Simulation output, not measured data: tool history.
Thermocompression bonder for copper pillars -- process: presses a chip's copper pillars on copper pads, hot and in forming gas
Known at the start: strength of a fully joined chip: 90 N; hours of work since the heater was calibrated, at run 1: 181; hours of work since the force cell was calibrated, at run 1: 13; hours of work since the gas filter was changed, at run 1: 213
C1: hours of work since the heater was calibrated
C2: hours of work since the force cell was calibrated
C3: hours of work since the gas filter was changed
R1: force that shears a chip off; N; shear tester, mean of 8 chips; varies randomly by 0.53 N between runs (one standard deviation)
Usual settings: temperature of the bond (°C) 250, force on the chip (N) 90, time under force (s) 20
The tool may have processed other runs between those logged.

{"run": 1, "day": 0.0, "temperature of the bond (°C)": 250, "force on the chip (N)": 90, "time under force (s)": 20, "C1": 181, "C2": 13, "C3": 213, "R1": 57.6}
{"run": 2, "day": 0.696, "temperature of the bond (°C)": 241, "force on the chip (N)": 90, "time under force (s)": 20, "C1": 191, "C2": 23, "C3": 224, "R1": 52.9}
{"run": 3, "day": 1.362, "temperature of the bond (°C)": 241, "force on the chip (N)": 90, "time under force (s)": 20, "C1": 202, "C2": 34, "C3": 235, "R1": 53.2}
{"run": 4, "day": 2.117, "temperature of the bond (°C)": 250, "force on the chip (N)": 90, "time under force (s)": 20, "C1": 214, "C2": 46, "C3": 246, "R1": 57.2}
{"run": 5, "day": 3.621, "temperature of the bond (°C)": 250, "force on the chip (N)": 90, "time under force (s)": 20, "C1": 237, "C2": 69, "C3": 270, "R1": 56.1}
{"run": 6, "day": 4.367, "temperature of the bond (°C)": 250, "force on the chip (N)": 90, "time under force (s)": 20, "C1": 249, "C2": 81, "C3": 282, "R1": 56.7}
{"run": 7, "day": 5.083, "temperature of the bond (°C)": 250, "force on the chip (N)": 90, "time under force (s)": 20, "C1": 260, "C2": 92, "C3": 293, "R1": 56.9}
{"run": 8, "day": 6.358, "temperature of the bond (°C)": 250, "force on the chip (N)": 90, "time under force (s)": 20, "C1": 280, "C2": 112, "C3": 313, "R1": 57}
{"run": 9, "day": 7.292, "temperature of the bond (°C)": 250, "force on the chip (N)": 90, "time under force (s)": 20, "C1": 295, "C2": 127, "C3": 327, "R1": 56.7}
{"run": 10, "day": 8.742, "temperature of the bond (°C)": 250, "force on the chip (N)": 90, "time under force (s)": 12, "C1": 317, "C2": 149, "C3": 350, "R1": 47.7}
{"run": 11, "day": 9.412, "temperature of the bond (°C)": 226, "force on the chip (N)": 90, "time under force (s)": 20, "C1": 328, "C2": 160, "C3": 361, "R1": 43.4}
{"run": 12, "day": 10.358, "temperature of the bond (°C)": 261, "force on the chip (N)": 90, "time under force (s)": 20, "C1": 343, "C2": 175, "C3": 375, "R1": 61.7}
{"run": 13, "day": 11.071, "temperature of the bond (°C)": 250, "force on the chip (N)": 90, "time under force (s)": 20, "C1": 354, "C2": 186, "C3": 387, "R1": 56.1}
{"day": 12.2, "done": "forming gas filter changed"}
{"run": 14, "day": 12.35, "temperature of the bond (°C)": 250, "force on the chip (N)": 90, "time under force (s)": 20, "C1": 373, "C2": 205, "C3": 2, "R1": 57.2}
{"run": 15, "day": 13.833, "temperature of the bond (°C)": 250, "force on the chip (N)": 90, "time under force (s)": 20, "C1": 397, "C2": 229, "C3": 26, "R1": 57.4}
{"run": 16, "day": 14.662, "temperature of the bond (°C)": 250, "force on the chip (N)": 90, "time under force (s)": 20, "C1": 410, "C2": 242, "C3": 38, "R1": 57.3}
{"run": 17, "day": 15.496, "temperature of the bond (°C)": 250, "force on the chip (N)": 90, "time under force (s)": 20, "C1": 423, "C2": 255, "C3": 52, "R1": 56.9}
{"run": 18, "day": 16.717, "temperature of the bond (°C)": 250, "force on the chip (N)": 90, "time under force (s)": 20, "C1": 442, "C2": 274, "C3": 71, "R1": 56.9}
{"run": 19, "day": 17.779, "temperature of the bond (°C)": 260, "force on the chip (N)": 90, "time under force (s)": 20, "C1": 458, "C2": 290, "C3": 87, "R1": 61.9}
{"run": 20, "day": 19.204, "temperature of the bond (°C)": 250, "force on the chip (N)": 90, "time under force (s)": 20, "C1": 481, "C2": 313, "C3": 110, "R1": 56.4}
{"run": 21, "day": 20.054, "temperature of the bond (°C)": 250, "force on the chip (N)": 76, "time under force (s)": 35, "C1": 494, "C2": 326, "C3": 123, "R1": 59.2}
{"run": 22, "day": 20.921, "temperature of the bond (°C)": 250, "force on the chip (N)": 112, "time under force (s)": 16, "C1": 508, "C2": 340, "C3": 136, "R1": 59.4}
{"run": 23, "day": 21.562, "temperature of the bond (°C)": 237, "force on the chip (N)": 75, "time under force (s)": 26, "C1": 518, "C2": 350, "C3": 146, "R1": 47.4}
{"run": 24, "day": 22.562, "temperature of the bond (°C)": 237, "force on the chip (N)": 75, "time under force (s)": 26, "C1": 533, "C2": 365, "C3": 162, "R1": 47.1}
{"run": 25, "day": 23.342, "temperature of the bond (°C)": 237, "force on the chip (N)": 75, "time under force (s)": 26, "C1": 545, "C2": 377, "C3": 174, "R1": 46.7}
{"run": 26, "day": 24.604, "temperature of the bond (°C)": 265, "force on the chip (N)": 83, "time under force (s)": 38, "C1": 565, "C2": 397, "C3": 194, "R1": 70.2}
{"day": 24.804, "done": "heater calibrated with a thermocouple chip"}
{"run": 27, "day": 25.983, "temperature of the bond (°C)": 266, "force on the chip (N)": 59, "time under force (s)": 15, "C1": 18, "C2": 417, "C3": 214, "R1": 44.7}
{"run": 28, "day": 27.275, "temperature of the bond (°C)": 272, "force on the chip (N)": 90, "time under force (s)": 37, "C1": 39, "C2": 438, "C3": 234, "R1": 74.4}
{"run": 29, "day": 28.25, "temperature of the bond (°C)": 250, "force on the chip (N)": 90, "time under force (s)": 15, "C1": 54, "C2": 453, "C3": 250, "R1": 51.2}
{"day": 29.179, "done": "heater calibrated with a thermocouple chip, once more"}
{"run": 30, "day": 29.892, "temperature of the bond (°C)": 250, "force on the chip (N)": 90, "time under force (s)": 15, "C1": 11, "C2": 477, "C3": 274, "R1": 50.7}
{"run": 31, "day": 31.117, "temperature of the bond (°C)": 250, "force on the chip (N)": 91, "time under force (s)": 20, "C1": 30, "C2": 496, "C3": 293, "R1": 57.3}
{"run": 32, "day": 32.488, "temperature of the bond (°C)": 250, "force on the chip (N)": 133, "time under force (s)": 40, "C1": 52, "C2": 518, "C3": 315, "R1": 78.5}
{"run": 33, "day": 33.438, "temperature of the bond (°C)": 225, "force on the chip (N)": 56, "time under force (s)": 11, "C1": 67, "C2": 533, "C3": 330, "R1": 22}
{"run": 34, "day": 34.075, "temperature of the bond (°C)": 225, "force on the chip (N)": 56, "time under force (s)": 11, "C1": 77, "C2": 543, "C3": 340, "R1": 22}
{"run": 35, "day": 34.779, "temperature of the bond (°C)": 227, "force on the chip (N)": 54, "time under force (s)": 30, "C1": 88, "C2": 554, "C3": 351, "R1": 34.1}
{"run": 36, "day": 35.883, "temperature of the bond (°C)": 250, "force on the chip (N)": 113, "time under force (s)": 47, "C1": 105, "C2": 571, "C3": 368, "R1": 75.4}
{"run": 37, "day": 36.717, "temperature of the bond (°C)": 270, "force on the chip (N)": 113, "time under force (s)": 44, "C1": 118, "C2": 584, "C3": 381, "R1": 81}
{"run": 38, "day": 37.871, "temperature of the bond (°C)": 245, "force on the chip (N)": 113, "time under force (s)": 29, "C1": 136, "C2": 602, "C3": 399, "R1": 66}
{"day": 38.208, "done": "forming gas filter changed"}
{"run": 39, "day": 39.104, "temperature of the bond (°C)": 250, "force on the chip (N)": 101, "time under force (s)": 20, "C1": 155, "C2": 621, "C3": 14, "R1": 59.6}

4 ways to go on from here, each from the tool as it stands after run 39. What would each give?
{"run": "A", "day": 40.55, "temperature of the bond (°C)": 261, "force on the chip (N)": 55, "time under force (s)": 13, "C1": 178, "C2": 644, "C3": 37, "R1": "?"}
{"run": "B", "day": 40.55, "temperature of the bond (°C)": 250, "force on the chip (N)": 63, "time under force (s)": 20, "C1": 178, "C2": 644, "C3": 37, "R1": "?"}
{"run": "C", "day": 40.55, "temperature of the bond (°C)": 243, "force on the chip (N)": 60, "time under force (s)": 51, "C1": 178, "C2": 644, "C3": 37, "R1": "?"}
{"run": "D", "day": 40.55, "temperature of the bond (°C)": 237, "force on the chip (N)": 101, "time under force (s)": 38, "C1": 178, "C2": 644, "C3": 37, "R1": "?"}

run=A R1=38.8
run=B R1=44.8
run=C R1=54.2
run=D R1=64.3
With the hidden condition removed and each run's random variation left untouched, the same runs would have given:
run=A R1=41
run=B R1=47.2
run=C R1=56.8
run=D R1=66.8
